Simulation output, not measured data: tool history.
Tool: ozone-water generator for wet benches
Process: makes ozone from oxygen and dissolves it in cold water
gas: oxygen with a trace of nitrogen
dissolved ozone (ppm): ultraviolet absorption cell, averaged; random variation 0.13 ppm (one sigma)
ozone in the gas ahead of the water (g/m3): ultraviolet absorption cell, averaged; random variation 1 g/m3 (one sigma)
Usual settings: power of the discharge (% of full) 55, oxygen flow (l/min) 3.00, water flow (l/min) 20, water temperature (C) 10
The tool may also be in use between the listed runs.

run	hour	power of the discharge (% of full)	oxygen flow (l/min)	water flow (l/min)	water temperature (C)	dissolved ozone (ppm)	ozone in the gas ahead of the water (g/m3)
1	0.0	55	3.00	20	10	12.7	163.5
# hour 43.0: contactor cleaned
2	90.9	55	3.00	20	10	13.1	162.2
3	214.0	55	3.00	20	10	13.5	162.8
4	310.1	55	3.00	20	10	13.3	162.4
5	414.4	55	3.00	20	10	13.2	162.6
6	520.0	55	3.00	20	10	13.3	160.3
7	593.9	55	3.34	20	10	13.7	151.4
8	703.3	55	3.34	20	15	12.8	151.8
9	770.7	55	3.00	30	10	8.7	160.9
10	837.1	55	3.00	20	10	13.2	160.8
11	961.8	55	3.67	20	10	13.7	145.9
12	1050.1	55	3.67	20	10	13.5	145.7
13	1112.3	55	3.67	20	10	13.5	145.3
14	1255.0	55	3.00	20	10	13.0	160.0
15	1317.8	55	3.00	20	10	13.2	160.3
# hour 1364.5: water thermometer calibrated
16	1400.0	55	3.00	20	10	12.8	160.1
17	1489.5	55	3.00	20	10	13.2	160.3
18	1622.8	93	4.61	20	8	19.2	169.9
19	1691.9	93	4.61	20	8	19.1	170.0
20	1782.1	93	4.61	20	8	19.1	168.7
21	1882.8	93	4.61	20	8	18.9	167.7

Run 22 comes next. What will it give?
22	1966.2	51	4.61	15	8	?	?

Run 22 gave dissolved ozone (ppm) 17.4, ozone in the gas ahead of the water (g/m3) 122.6.
Without the tool's hidden state the same run would have given dissolved ozone (ppm) 19.0, ozone in the gas ahead of the water (g/m3) 132.7.
